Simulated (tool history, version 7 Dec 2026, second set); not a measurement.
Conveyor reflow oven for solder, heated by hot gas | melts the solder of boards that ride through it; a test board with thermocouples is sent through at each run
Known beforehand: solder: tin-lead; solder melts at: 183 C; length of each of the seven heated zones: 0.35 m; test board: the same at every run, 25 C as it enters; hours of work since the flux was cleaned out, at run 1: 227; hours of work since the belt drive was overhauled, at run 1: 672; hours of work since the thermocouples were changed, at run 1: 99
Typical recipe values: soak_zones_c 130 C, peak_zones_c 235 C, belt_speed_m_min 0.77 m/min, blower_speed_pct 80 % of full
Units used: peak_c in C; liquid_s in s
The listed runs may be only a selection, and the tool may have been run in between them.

| run | day | soak_zones_c | peak_zones_c | belt_speed_m_min | blower_speed_pct | hours of work since the flux was cleaned out | hours of work since the belt drive was overhauled | hours of work since the thermocouples were changed | peak_c | liquid_s |
|---|---|---|---|---|---|---|---|---|---|---|
| 1 | 0 | 130 | 235 | 0.77 | 80 | 227 | 672 | 99 | 211.7 | 36.2 |
| 2 | 0.95 | 130 | 235 | 0.77 | 80 | 241 | 687 | 114 | 212.3 | 36 |
| 3 | 1.696 | 130 | 235 | 0.77 | 80 | 252 | 698 | 125 | 212.3 | 35.1 |
| 4 | 2.867 | 130 | 235 | 0.77 | 80 | 270 | 716 | 143 | 211.9 | 34.5 |
| 5 | 4.483 | 130 | 235 | 0.77 | 80 | 295 | 741 | 168 | 212.1 | 35.2 |
| 6 | 5.417 | 130 | 235 | 0.77 | 80 | 309 | 755 | 182 | 211.7 | 34.6 |
| 7 | 6.992 | 130 | 235 | 0.656 | 80 | 333 | 779 | 206 | 218.1 | 46.7 |
|  | 8.146 | flux residue cleaned out of gas plates and filters |
| 8 | 8.146 | 130 | 235 | 0.666 | 80 | 0 | 793 | 220 | 219.6 | 48.1 |
| 9 | 9.308 | 130 | 235 | 0.666 | 80 | 18 | 811 | 238 | 219 | 47.8 |
| 10 | 10.288 | 130 | 235 | 0.666 | 80 | 33 | 826 | 253 | 220.4 | 48 |
| 11 | 11.5 | 130 | 235 | 0.77 | 80 | 51 | 844 | 271 | 214.2 | 37.7 |
| 12 | 12.754 | 130 | 235 | 0.77 | 80 | 70 | 864 | 291 | 214.1 | 36.9 |
| 13 | 13.992 | 130 | 235 | 0.77 | 80 | 89 | 882 | 309 | 214.3 | 37 |
| 14 | 14.892 | 130 | 235 | 0.77 | 80 | 103 | 896 | 323 | 213.8 | 37.2 |
| 15 | 15.883 | 130 | 235 | 0.77 | 80 | 118 | 911 | 338 | 213.5 | 37.1 |
| 16 | 17.671 | 130 | 235 | 0.77 | 80 | 145 | 939 | 366 | 213.6 | 37.3 |
| 17 | 19.417 | 143 | 230 | 0.907 | 80 | 172 | 965 | 392 | 205.6 | 28.8 |
| 18 | 21.238 | 143 | 230 | 0.907 | 80 | 200 | 993 | 420 | 205.4 | 28.7 |
| 19 | 22.804 | 118 | 231 | 0.854 | 80 | 223 | 1017 | 444 | 200.7 | 22.9 |
| 20 | 23.904 | 118 | 231 | 0.854 | 80 | 240 | 1034 | 461 | 201.6 | 22.2 |
| 21 | 25.142 | 130 | 235 | 0.77 | 76 | 259 | 1052 | 479 | 211 | 34.6 |
| 22 | 26.583 | 130 | 237 | 0.857 | 76 | 281 | 1074 | 501 | 207 | 29 |
| 23 | 27.421 | 131 | 233 | 0.77 | 64 | 294 | 1087 | 514 | 204.1 | 29.7 |
| 24 | 28.246 | 119 | 235 | 0.82 | 80 | 306 | 1100 | 527 | 206.4 | 27.6 |
| 25 | 29.712 | 130 | 235 | 0.77 | 84 | 329 | 1122 | 549 | 212.3 | 36.1 |
|  | 31.158 | flux residue cleaned out of gas plates and filters |
| 26 | 31.633 | 130 | 230 | 0.77 | 63 | 7 | 1148 | 575 | 204 | 30.6 |
| 27 | 32.888 | 128 | 235 | 0.77 | 52 | 26 | 1167 | 594 | 203.7 | 27.3 |
| 28 | 33.746 | 128 | 235 | 0.77 | 52 | 39 | 1180 | 607 | 202.3 | 27.1 |
| 29 | 35.196 | 144 | 235 | 0.756 | 80 | 62 | 1203 | 630 | 217.8 | 44.2 |
| 30 | 36.575 | 144 | 228 | 0.649 | 80 | 83 | 1224 | 651 | 215.9 | 51.8 |
| 31 | 38.008 | 124 | 230 | 0.77 | 52 | 105 | 1245 | 673 | 196.5 | 21.1 |

Describe how what the log doesn't record of the tool's condition differs between the last listed run preceding each entry between runs and the first listed run following it.
In the gap between runs 7 and 8: flux residue cleaned out of gas plates and filters (day 8.146)
  heat that the gas passes to the board, % of a clean oven's: 88.5 -> 99.4; belt's true speed, % of the reading: 97.74 -> 97.69; true gas temperature in zones 6 and 7 over the reading, C: -0.11 -> -0.14
  the result without the hidden state subtracted from the measured one, peak_c: -2.9 -> +0.4 C; liquid_s: -1.2 -> +1.5 s
In the gap between runs 25 and 26: flux residue cleaned out of gas plates and filters (day 31.158)
  heat that the gas passes to the board, % of a clean oven's: 88 -> 99.6; belt's true speed, % of the reading: 96.79 -> 96.71; true gas temperature in zones 6 and 7 over the reading, C: -0.66 -> -0.7
  the result without the hidden state subtracted from the measured one, peak_c: -3.7 -> +0.7 C; liquid_s: -1.6 -> +1.8 s
